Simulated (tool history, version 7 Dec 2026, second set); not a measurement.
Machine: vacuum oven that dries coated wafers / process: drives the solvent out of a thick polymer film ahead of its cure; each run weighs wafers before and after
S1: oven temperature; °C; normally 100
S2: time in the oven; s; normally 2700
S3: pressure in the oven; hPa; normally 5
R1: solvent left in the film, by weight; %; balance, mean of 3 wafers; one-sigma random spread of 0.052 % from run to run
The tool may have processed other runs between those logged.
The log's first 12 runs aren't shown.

run	hour	S1	S2	S3	R1
13	256.5	109	2700	5	0.52
14	286.6	100	2940	5	1.6
15	307.9	100	2940	5	1.6
16	325.5	100	2940	5	1.56
17	351.4	100	2940	5	1.59
18	364.2	100	2700	5	1.91
19	393.4	86	2220	14.58	9.59
20	416.3	107	1380	14.58	3.16
21	434.5	108	3000	2.72	0.32
22	463.2	110	3000	2.72	0.25
23	486.5	110	3000	2.72	0.3
24	503.7	96	2700	2.76	3.18
25	534.9	106	4800	15.41	0.71
26	559.8	106	4800	15.41	0.84
27	578.3	100	4800	5	0.63
28	605.5	110	2640	5	0.48
29	625	114	4620	13.09	0.5
30	651	114	4620	13.09	0.44
31	678.3	114	4620	13.09	0.53
32	693.9	114	4620	13.09	0.47
33	720.2	114	4620	13.09	0.57
34	750.8	114	4620	13.09	0.55
# hour 762.8: oven's thermocouples calibrated
35	780.1	93	3720	6.22	2.5

Each row is a separate what-if for the run after 35, all from the same tool condition, not one after another. Results?
A	796.7	88	2160	7.9	?
B	796.7	108	1440	3.25	?
C	796.7	110	3960	3.18	?
D	796.7	100	3120	9.11	?

run	R1
A	8.12
B	1.69
C	0.19
D	1.45
What these runs would have given with no unlogged condition in the tool:
run	R1
A	7.85
B	1.53
C	0.09
D	1.28

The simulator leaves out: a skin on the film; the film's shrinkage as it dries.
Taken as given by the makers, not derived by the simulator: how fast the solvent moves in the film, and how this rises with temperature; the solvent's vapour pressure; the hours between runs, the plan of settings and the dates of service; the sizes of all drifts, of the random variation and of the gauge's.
